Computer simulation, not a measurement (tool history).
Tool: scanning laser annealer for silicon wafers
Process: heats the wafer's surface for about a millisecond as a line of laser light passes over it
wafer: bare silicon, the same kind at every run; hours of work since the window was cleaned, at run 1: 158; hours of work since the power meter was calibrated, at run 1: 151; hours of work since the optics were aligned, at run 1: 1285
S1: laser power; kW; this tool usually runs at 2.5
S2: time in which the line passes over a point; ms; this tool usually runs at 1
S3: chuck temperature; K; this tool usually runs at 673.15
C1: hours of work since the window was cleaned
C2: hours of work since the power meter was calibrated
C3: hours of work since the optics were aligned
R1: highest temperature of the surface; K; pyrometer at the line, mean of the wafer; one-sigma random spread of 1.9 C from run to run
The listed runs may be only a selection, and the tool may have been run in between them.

{"run": 1, "day": 0.0, "S1": 2.5, "S2": 1, "S3": 673.15, "C1": 158, "C2": 151, "C3": 1285, "R1": 1440.15}
{"run": 2, "day": 0.288, "S1": 2.5, "S2": 1, "S3": 673.15, "C1": 162, "C2": 155, "C3": 1289, "R1": 1444.15}
{"run": 3, "day": 0.562, "S1": 2.5, "S2": 1, "S3": 673.15, "C1": 166, "C2": 159, "C3": 1293, "R1": 1440.15}
{"run": 4, "day": 0.729, "S1": 2.5, "S2": 1, "S3": 673.15, "C1": 168, "C2": 161, "C3": 1295, "R1": 1443.15}
{"run": 5, "day": 0.912, "S1": 2.5, "S2": 1, "S3": 673.15, "C1": 171, "C2": 164, "C3": 1298, "R1": 1440.15}
{"run": 6, "day": 1.071, "S1": 2.5, "S2": 1, "S3": 673.15, "C1": 173, "C2": 166, "C3": 1300, "R1": 1439.15}
{"run": 7, "day": 1.329, "S1": 2.5, "S2": 1, "S3": 673.15, "C1": 177, "C2": 170, "C3": 1304, "R1": 1438.15}
{"day": 1.558, "done": "optics aligned, line set to its width"}
{"run": 8, "day": 1.808, "S1": 2.5, "S2": 1, "S3": 673.15, "C1": 181, "C2": 173, "C3": 3, "R1": 1435.15}
{"run": 9, "day": 2.004, "S1": 2.5, "S2": 1, "S3": 673.15, "C1": 183, "C2": 176, "C3": 6, "R1": 1440.15}
{"run": 10, "day": 2.321, "S1": 2.5, "S2": 1, "S3": 636.15, "C1": 188, "C2": 181, "C3": 11, "R1": 1397.15}
{"run": 11, "day": 2.6, "S1": 2.5, "S2": 1, "S3": 636.15, "C1": 192, "C2": 185, "C3": 15, "R1": 1392.15}
{"day": 3.012, "done": "optics aligned, line set to its width, once more"}
{"run": 12, "day": 3.017, "S1": 2.5, "S2": 1, "S3": 636.15, "C1": 195, "C2": 187, "C3": 0, "R1": 1415.15}
{"run": 13, "day": 3.383, "S1": 2.5, "S2": 1, "S3": 636.15, "C1": 200, "C2": 193, "C3": 5, "R1": 1413.15}
{"run": 14, "day": 3.738, "S1": 2.5, "S2": 1.23, "S3": 687.15, "C1": 205, "C2": 198, "C3": 10, "R1": 1557.15}
{"run": 15, "day": 3.9, "S1": 2.451, "S2": 1.23, "S3": 703.15, "C1": 207, "C2": 200, "C3": 12, "R1": 1556.15}
{"run": 16, "day": 4.258, "S1": 2.451, "S2": 1.23, "S3": 703.15, "C1": 212, "C2": 205, "C3": 18, "R1": 1559.15}
{"run": 17, "day": 4.55, "S1": 2.579, "S2": 0.72, "S3": 673.15, "C1": 216, "C2": 209, "C3": 22, "R1": 1345.15}
{"run": 18, "day": 4.708, "S1": 2.259, "S2": 0.72, "S3": 673.15, "C1": 218, "C2": 211, "C3": 24, "R1": 1257.15}
{"run": 19, "day": 4.921, "S1": 2.198, "S2": 0.86, "S3": 673.15, "C1": 221, "C2": 214, "C3": 27, "R1": 1296.15}
{"run": 20, "day": 5.175, "S1": 2.727, "S2": 0.86, "S3": 673.15, "C1": 225, "C2": 218, "C3": 30, "R1": 1454.15}
{"run": 21, "day": 5.483, "S1": 2.698, "S2": 1.1, "S3": 634.15, "C1": 229, "C2": 222, "C3": 35, "R1": 1524.15}
{"run": 22, "day": 5.662, "S1": 2.569, "S2": 1, "S3": 673.15, "C1": 232, "C2": 225, "C3": 37, "R1": 1475.15}
{"run": 23, "day": 5.912, "S1": 2.215, "S2": 1, "S3": 673.15, "C1": 235, "C2": 228, "C3": 41, "R1": 1355.15}
{"run": 24, "day": 6.25, "S1": 2.471, "S2": 0.98, "S3": 673.15, "C1": 240, "C2": 233, "C3": 46, "R1": 1431.15}
{"run": 25, "day": 6.45, "S1": 2.142, "S2": 1.18, "S3": 673.15, "C1": 243, "C2": 236, "C3": 48, "R1": 1399.15}

4 options for the next run, each taken on its own from the tool as it stands now. Forecast them:
{"run": "A", "day": 6.812, "S1": 2.636, "S2": 1, "S3": 647.15, "C1": 248, "C2": 241, "C3": 53, "R1": "?"}
{"run": "B", "day": 6.812, "S1": 2.5, "S2": 1, "S3": 642.15, "C1": 248, "C2": 241, "C3": 53, "R1": "?"}
{"run": "C", "day": 6.812, "S1": 2.5, "S2": 0.72, "S3": 673.15, "C1": 248, "C2": 241, "C3": 53, "R1": "?"}
{"run": "D", "day": 6.812, "S1": 2.5, "S2": 0.85, "S3": 673.15, "C1": 248, "C2": 241, "C3": 53, "R1": "?"}

run=A R1=1467.15
run=B R1=1415.15
run=C R1=1320.15
run=D R1=1382.15
With no hidden state in the tool, these same runs would have given:
run=A R1=1480.15
run=B R1=1428.15
run=C R1=1331.15
run=D R1=1394.15
